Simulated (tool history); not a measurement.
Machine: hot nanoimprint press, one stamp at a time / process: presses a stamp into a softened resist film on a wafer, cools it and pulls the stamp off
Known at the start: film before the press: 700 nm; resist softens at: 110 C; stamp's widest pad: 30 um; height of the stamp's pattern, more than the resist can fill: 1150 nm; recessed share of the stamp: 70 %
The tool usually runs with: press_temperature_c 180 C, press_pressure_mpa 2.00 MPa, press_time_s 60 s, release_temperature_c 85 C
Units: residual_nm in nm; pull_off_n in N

{"run": 1, "hour": 0.0, "press_temperature_c": 180, "press_pressure_mpa": 2.0, "press_time_s": 60, "release_temperature_c": 85, "residual_nm": 410.3, "pull_off_n": 210}
{"run": 2, "hour": 37.3, "press_temperature_c": 180, "press_pressure_mpa": 2.0, "press_time_s": 60, "release_temperature_c": 85, "residual_nm": 415.3, "pull_off_n": 209}
{"run": 3, "hour": 73.0, "press_temperature_c": 180, "press_pressure_mpa": 2.0, "press_time_s": 56, "release_temperature_c": 85, "residual_nm": 418.5, "pull_off_n": 200}
{"hour": 86.5, "done": "press's hydraulic seals changed and the load cell set to zero"}
{"run": 4, "hour": 146.1, "press_temperature_c": 180, "press_pressure_mpa": 2.0, "press_time_s": 60, "release_temperature_c": 85, "residual_nm": 408.7, "pull_off_n": 203}
{"hour": 167.7, "done": "plate thermocouple calibrated"}
{"run": 5, "hour": 202.4, "press_temperature_c": 180, "press_pressure_mpa": 2.0, "press_time_s": 60, "release_temperature_c": 85, "residual_nm": 408.2, "pull_off_n": 210}
{"run": 6, "hour": 263.1, "press_temperature_c": 180, "press_pressure_mpa": 2.0, "press_time_s": 60, "release_temperature_c": 85, "residual_nm": 404.8, "pull_off_n": 212}
{"run": 7, "hour": 344.1, "press_temperature_c": 180, "press_pressure_mpa": 2.0, "press_time_s": 60, "release_temperature_c": 85, "residual_nm": 408.3, "pull_off_n": 203}
{"hour": 392.3, "done": "stamp cleaned and given a new release coat"}
{"run": 8, "hour": 400.7, "press_temperature_c": 180, "press_pressure_mpa": 2.0, "press_time_s": 60, "release_temperature_c": 85, "residual_nm": 408.1, "pull_off_n": 201}
{"run": 9, "hour": 477.3, "press_temperature_c": 180, "press_pressure_mpa": 2.0, "press_time_s": 60, "release_temperature_c": 85, "residual_nm": 412.5, "pull_off_n": 204}
{"run": 10, "hour": 549.9, "press_temperature_c": 180, "press_pressure_mpa": 2.0, "press_time_s": 60, "release_temperature_c": 85, "residual_nm": 406.1, "pull_off_n": 203}
{"run": 11, "hour": 616.0, "press_temperature_c": 180, "press_pressure_mpa": 2.0, "press_time_s": 60, "release_temperature_c": 85, "residual_nm": 409.2, "pull_off_n": 206}
{"hour": 639.3, "done": "plate thermocouple calibrated"}
{"run": 12, "hour": 653.6, "press_temperature_c": 189, "press_pressure_mpa": 2.0, "press_time_s": 60, "release_temperature_c": 85, "residual_nm": 283.0, "pull_off_n": 207}
{"run": 13, "hour": 722.0, "press_temperature_c": 189, "press_pressure_mpa": 2.0, "press_time_s": 60, "release_temperature_c": 85, "residual_nm": 286.5, "pull_off_n": 211}
{"run": 14, "hour": 759.4, "press_temperature_c": 189, "press_pressure_mpa": 2.0, "press_time_s": 60, "release_temperature_c": 85, "residual_nm": 286.2, "pull_off_n": 208}
{"hour": 774.8, "done": "stamp cleaned and given a new release coat"}
{"run": 15, "hour": 812.2, "press_temperature_c": 180, "press_pressure_mpa": 1.66, "press_time_s": 60, "release_temperature_c": 85, "residual_nm": 443.7, "pull_off_n": 206}
{"run": 16, "hour": 864.0, "press_temperature_c": 175, "press_pressure_mpa": 1.85, "press_time_s": 57, "release_temperature_c": 92, "residual_nm": 504.3, "pull_off_n": 181}
{"run": 17, "hour": 911.5, "press_temperature_c": 185, "press_pressure_mpa": 2.0, "press_time_s": 60, "release_temperature_c": 85, "residual_nm": 335.1, "pull_off_n": 205}
{"hour": 958.7, "done": "press's hydraulic seals changed and the load cell set to zero"}
{"run": 18, "hour": 971.7, "press_temperature_c": 185, "press_pressure_mpa": 2.0, "press_time_s": 60, "release_temperature_c": 85, "residual_nm": 336.3, "pull_off_n": 209}
{"run": 19, "hour": 1034.0, "press_temperature_c": 185, "press_pressure_mpa": 2.0, "press_time_s": 60, "release_temperature_c": 85, "residual_nm": 334.9, "pull_off_n": 207}
{"run": 20, "hour": 1099.9, "press_temperature_c": 185, "press_pressure_mpa": 2.14, "press_time_s": 60, "release_temperature_c": 80, "residual_nm": 326.8, "pull_off_n": 226}
{"hour": 1123.6, "done": "plate thermocouple calibrated"}
{"hour": 1164.4, "done": "stamp cleaned and given a new release coat"}
{"run": 21, "hour": 1180.2, "press_temperature_c": 185, "press_pressure_mpa": 2.14, "press_time_s": 60, "release_temperature_c": 80, "residual_nm": 326.9, "pull_off_n": 230}
{"run": 22, "hour": 1234.8, "press_temperature_c": 188, "press_pressure_mpa": 2.14, "press_time_s": 60, "release_temperature_c": 80, "residual_nm": 286.7, "pull_off_n": 216}
{"run": 23, "hour": 1283.4, "press_temperature_c": 188, "press_pressure_mpa": 2.14, "press_time_s": 70, "release_temperature_c": 72, "residual_nm": 270.8, "pull_off_n": 245}
{"run": 24, "hour": 1335.1, "press_temperature_c": 180, "press_pressure_mpa": 2.0, "press_time_s": 36, "release_temperature_c": 86, "residual_nm": 468.8, "pull_off_n": 211}
{"run": 25, "hour": 1381.2, "press_temperature_c": 180, "press_pressure_mpa": 2.0, "press_time_s": 36, "release_temperature_c": 86, "residual_nm": 471.4, "pull_off_n": 200}
{"run": 26, "hour": 1423.3, "press_temperature_c": 184, "press_pressure_mpa": 2.36, "press_time_s": 38, "release_temperature_c": 86, "residual_nm": 376.1, "pull_off_n": 209}
{"run": 27, "hour": 1475.8, "press_temperature_c": 184, "press_pressure_mpa": 2.36, "press_time_s": 38, "release_temperature_c": 86, "residual_nm": 375.6, "pull_off_n": 212}
{"run": 28, "hour": 1527.8, "press_temperature_c": 170, "press_pressure_mpa": 1.84, "press_time_s": 34, "release_temperature_c": 85, "residual_nm": 612.4, "pull_off_n": 203}

Predict each of these 3 candidate next runs independently; none follows another, all start after run 28:
{"hour": 1545.1, "done": "stamp cleaned and given a new release coat"}
{"run": "A", "hour": 1573.0, "press_temperature_c": 180, "press_pressure_mpa": 2.64, "press_time_s": 60, "release_temperature_c": 89, "residual_nm": "?", "pull_off_n": "?"}
{"hour": 1545.1, "done": "stamp cleaned and given a new release coat"}
{"run": "B", "hour": 1573.0, "press_temperature_c": 178, "press_pressure_mpa": 1.29, "press_time_s": 60, "release_temperature_c": 77, "residual_nm": "?", "pull_off_n": "?"}
{"hour": 1545.1, "done": "stamp cleaned and given a new release coat"}
{"run": "C", "hour": 1573.0, "press_temperature_c": 190, "press_pressure_mpa": 2.0, "press_time_s": 116, "release_temperature_c": 88, "residual_nm": "?", "pull_off_n": "?"}

run=A residual_nm=363.9 pull_off_n=194
run=B residual_nm=512.6 pull_off_n=221
run=C residual_nm=213.9 pull_off_n=209
Had the tool no hidden state, the same runs would have come out as:
run=A residual_nm=362.7 pull_off_n=193
run=B residual_nm=511.6 pull_off_n=221
run=C residual_nm=213.2 pull_off_n=209
